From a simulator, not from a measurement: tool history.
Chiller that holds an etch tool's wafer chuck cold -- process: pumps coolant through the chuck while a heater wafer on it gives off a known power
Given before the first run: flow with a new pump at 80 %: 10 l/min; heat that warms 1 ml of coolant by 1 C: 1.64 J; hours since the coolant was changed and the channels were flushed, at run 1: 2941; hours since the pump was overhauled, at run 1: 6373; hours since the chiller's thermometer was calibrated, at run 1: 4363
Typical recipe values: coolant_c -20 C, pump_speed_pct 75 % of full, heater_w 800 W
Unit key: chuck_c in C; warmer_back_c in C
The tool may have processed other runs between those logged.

run,day,coolant_c,pump_speed_pct,heater_w,hours since the coolant was changed and the channels were flushed,hours since the pump was overhauled,hours since the chiller's thermometer was calibrated,chuck_c,warmer_back_c
1,0.000,-20,75,800,2941,6373,4363,-11.0,3.12
2,7.638,-20,75,800,3124,6556,4546,-11.1,3.14
3,11.692,-20,75,800,3221,6654,4644,-11.1,3.17
4,16.283,-20,75,800,3331,6764,4754,-11.1,3.12
5,20.008,-20,75,800,3421,6853,4843,-11.0,3.18
6,28.433,-20,75,800,3623,7056,5045,-11.1,3.16
7,34.242,-20,75,800,3762,7195,5185,-10.9,3.20
8,39.575,-20,75,800,3891,7323,5313,-11.1,3.18
9,47.967,-20,75,910,4092,7524,5514,-9.8,3.59
10,56.300,-20,75,904,4292,7724,5714,-9.8,3.60
# day 58.546: chiller's thermometer calibrated
11,60.892,-20,75,904,4401,7834,56,-9.8,3.61
12,65.838,-20,75,904,4520,7952,175,-9.8,3.56
13,71.004,-20,75,904,4644,8076,299,-9.9,3.56
14,75.862,-20,75,904,4760,8193,416,-9.9,3.55
15,80.258,-20,75,904,4866,8298,521,-9.9,3.56
16,84.021,-20,75,904,4956,8389,611,-9.8,3.55
17,89.458,-20,75,904,5087,8519,742,-9.8,3.62
18,96.808,-20,93,929,5263,8696,918,-11.1,2.84
19,102.529,-20,93,929,5400,8833,1056,-11.2,2.90
20,110.254,-15,70,1166,5586,9018,1241,-1.2,4.97
21,113.746,-17,78,502,5670,9102,1325,-11.6,1.88
22,121.375,-20,78,455,5853,9285,1508,-15.0,1.71
23,127.775,-10,73,711,6006,9439,1661,-1.8,2.91
24,135.771,-22,70,800,6198,9631,1853,-12.4,3.40
# day 141.792: coolant pump overhauled
25,143.592,-18,66,478,6381,43,2036,-12.0,2.18
26,150.221,-18,71,738,6540,202,2195,-9.4,3.08
# day 154.479: coolant changed, channels flushed
27,158.538,-13,75,1174,97,396,2389,0.0,4.62
28,164.946,-13,75,1174,251,550,2543,0.1,4.61
29,173.121,-14,75,800,447,746,2739,-5.1,3.12
30,180.712,-25,79,851,630,928,2921,-15.9,3.18
31,188.975,-20,72,501,828,1126,3119,-14.1,2.03

Forecast each of these 4 alternatives for the next run:
A,193.621,-14,75,800,939,1238,3231,?,?
B,193.621,-20,72,665,939,1238,3231,?,?
C,193.621,-20,80,1084,939,1238,3231,?,?
D,193.621,-20,74,439,939,1238,3231,?,?

run,chuck_c,warmer_back_c
A,-5.1,3.15
B,-12.3,2.77
C,-8.3,3.99
D,-14.9,1.75
With no hidden state in the tool, these same runs would have given:
run,chuck_c,warmer_back_c
A,-5.1,3.15
B,-12.3,2.77
C,-8.3,3.99
D,-14.9,1.75
